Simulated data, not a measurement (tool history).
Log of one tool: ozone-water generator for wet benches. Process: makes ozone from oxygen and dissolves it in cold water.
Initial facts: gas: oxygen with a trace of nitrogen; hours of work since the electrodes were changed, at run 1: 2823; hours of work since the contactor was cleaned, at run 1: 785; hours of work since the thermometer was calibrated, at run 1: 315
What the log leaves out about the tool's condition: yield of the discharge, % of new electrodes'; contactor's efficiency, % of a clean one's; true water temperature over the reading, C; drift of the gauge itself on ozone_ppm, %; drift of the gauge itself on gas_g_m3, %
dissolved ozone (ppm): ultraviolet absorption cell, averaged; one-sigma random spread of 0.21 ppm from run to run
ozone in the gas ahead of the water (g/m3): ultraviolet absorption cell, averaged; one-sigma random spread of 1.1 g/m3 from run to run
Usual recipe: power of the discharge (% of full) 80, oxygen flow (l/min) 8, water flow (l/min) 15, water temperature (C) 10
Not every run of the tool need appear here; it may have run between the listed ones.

| run | hour | power of the discharge (% of full) | oxygen flow (l/min) | water flow (l/min) | water temperature (C) | hours of work since the electrodes were changed | hours of work since the contactor was cleaned | hours of work since the thermometer was calibrated | dissolved ozone (ppm) | ozone in the gas ahead of the water (g/m3) |
|---|---|---|---|---|---|---|---|---|---|---|
| 1 | 0 | 80 | 8 | 15 | 10 | 2823 | 785 | 315 | 25.9 | 165.6 |
| 2 | 123.2 | 80 | 8 | 12 | 10 | 2908 | 870 | 400 | 30.9 | 164.2 |
| 3 | 208.5 | 80 | 8 | 12 | 10 | 2967 | 929 | 459 | 30.4 | 166.3 |
| 4 | 304.1 | 50 | 8 | 12 | 10 | 3033 | 995 | 525 | 21.3 | 113.1 |
| 5 | 403.7 | 97 | 8 | 12 | 10 | 3102 | 1064 | 594 | 35.2 | 186.3 |
| 6 | 479.1 | 80 | 8 | 15 | 10 | 3154 | 1116 | 646 | 25.6 | 162.2 |
| 7 | 606.1 | 80 | 8 | 15 | 10 | 3242 | 1204 | 734 | 25.3 | 162.2 |
| 8 | 737.1 | 80 | 8 | 15 | 10 | 3332 | 1294 | 824 | 24.8 | 162.5 |
| 9 | 813.1 | 80 | 8 | 15 | 10 | 3384 | 1347 | 877 | 24.5 | 160.2 |
| 10 | 928.3 | 80 | 8 | 15 | 10 | 3464 | 1426 | 956 | 24.8 | 160.8 |
| 11 | 1054.4 | 80 | 8 | 15 | 10 | 3551 | 1513 | 1043 | 24.6 | 158.9 |
| 12 | 1129.9 | 80 | 8 | 15 | 10 | 3603 | 1565 | 1095 | 24.3 | 158 |
| 13 | 1215.7 | 80 | 8 | 15 | 10 | 3662 | 1625 | 1155 | 24.2 | 157.4 |
| 14 | 1334.6 | 80 | 9.28 | 15 | 7 | 3744 | 1707 | 1237 | 24.6 | 141.1 |
| 15 | 1450.3 | 45 | 5.57 | 15 | 10 | 3824 | 1787 | 1317 | 16.8 | 129.8 |
| 16 | 1528 | 60 | 6.21 | 15 | 6 | 3878 | 1840 | 1370 | 21.9 | 150.1 |
| 17 | 1658 | 52 | 8.7 | 10 | 18 | 3968 | 1930 | 1460 | 19 | 107 |
| 18 | 1750.1 | 52 | 8.7 | 10 | 18 | 4031 | 1994 | 1524 | 18.9 | 105.5 |
| 19 | 1854.4 | 79 | 8.7 | 10 | 16 | 4103 | 2066 | 1596 | 26.5 | 143.3 |

Measured result minus the same run's result without the hidden state. Both carry the same run-to-run variation, though not necessarily the same gauge scatter:
| run | dissolved ozone (ppm) | ozone in the gas ahead of the water (g/m3) |
|---|---|---|
| 1 | -4.9 | -28.3 |
| 2 | -6.2 | -29.1 |
| 3 | -6.2 | -29.9 |
| 4 | -2.9 | -13.1 |
| 5 | -8.6 | -41.2 |
| 6 | -5.6 | -31.5 |
| 7 | -5.8 | -32.5 |
| 8 | -5.9 | -33.6 |
| 9 | -6 | -33.8 |
| 10 | -6.2 | -35 |
| 11 | -6.3 | -35.6 |
| 12 | -6.4 | -36.3 |
| 13 | -6.4 | -36.7 |
| 14 | -6.8 | -34 |
| 15 | -2.9 | -17.6 |
| 16 | -5 | -28.8 |
| 17 | -3.8 | -18.2 |
| 18 | -3.9 | -18.3 |
| 19 | -8 | -38.3 |

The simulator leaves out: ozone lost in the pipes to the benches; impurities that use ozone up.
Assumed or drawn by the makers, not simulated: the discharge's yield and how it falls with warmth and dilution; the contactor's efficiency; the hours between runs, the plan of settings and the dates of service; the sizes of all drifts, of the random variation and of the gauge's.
